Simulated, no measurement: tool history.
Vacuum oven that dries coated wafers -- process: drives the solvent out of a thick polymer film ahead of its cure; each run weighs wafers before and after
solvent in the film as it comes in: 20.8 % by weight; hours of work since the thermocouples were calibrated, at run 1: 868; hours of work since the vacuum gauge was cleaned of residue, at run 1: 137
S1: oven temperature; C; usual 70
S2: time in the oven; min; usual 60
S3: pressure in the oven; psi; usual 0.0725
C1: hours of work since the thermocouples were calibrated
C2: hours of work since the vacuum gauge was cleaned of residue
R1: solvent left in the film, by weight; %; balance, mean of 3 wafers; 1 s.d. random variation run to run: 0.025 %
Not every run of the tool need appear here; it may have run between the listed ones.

run	hour	S1	S2	S3	C1	C2	R1
1	0.0	70	60	0.0725	868	137	1.31
2	24.2	70	60	0.0725	886	154	1.37
3	35.9	70	60	0.0725	894	162	1.35
4	51.6	70	60	0.2242	905	173	1.95
5	70.1	70	60	0.0725	918	186	1.35
6	86.1	70	60	0.0725	929	198	1.35
7	103.2	70	60	0.0725	941	210	1.37
8	124.6	57	60	0.0550	956	225	6.32
9	149.9	57	60	0.0550	974	242	6.37
10	167.2	70	45	0.1472	986	255	2.71
11	192.1	70	45	0.1472	1004	272	2.71
12	209.9	70	45	0.1472	1016	285	2.74
13	230.1	70	97	0.2641	1031	299	1.33
14	247.2	59	47	0.1729	1043	311	7.48

What if the next run were any one of these 3? Each begins from the tool's condition after run 14:
A	270.3	78	38	0.1043	1059	327	?
B	270.3	77	101	0.2329	1059	327	?
C	270.3	63	70	0.0730	1059	327	?

run	R1
A	1.08
B	0.75
C	2.86
Take away the tool's hidden state, keep each run's random variation, and the runs would have read:
run	R1
A	1.08
B	0.75
C	2.86
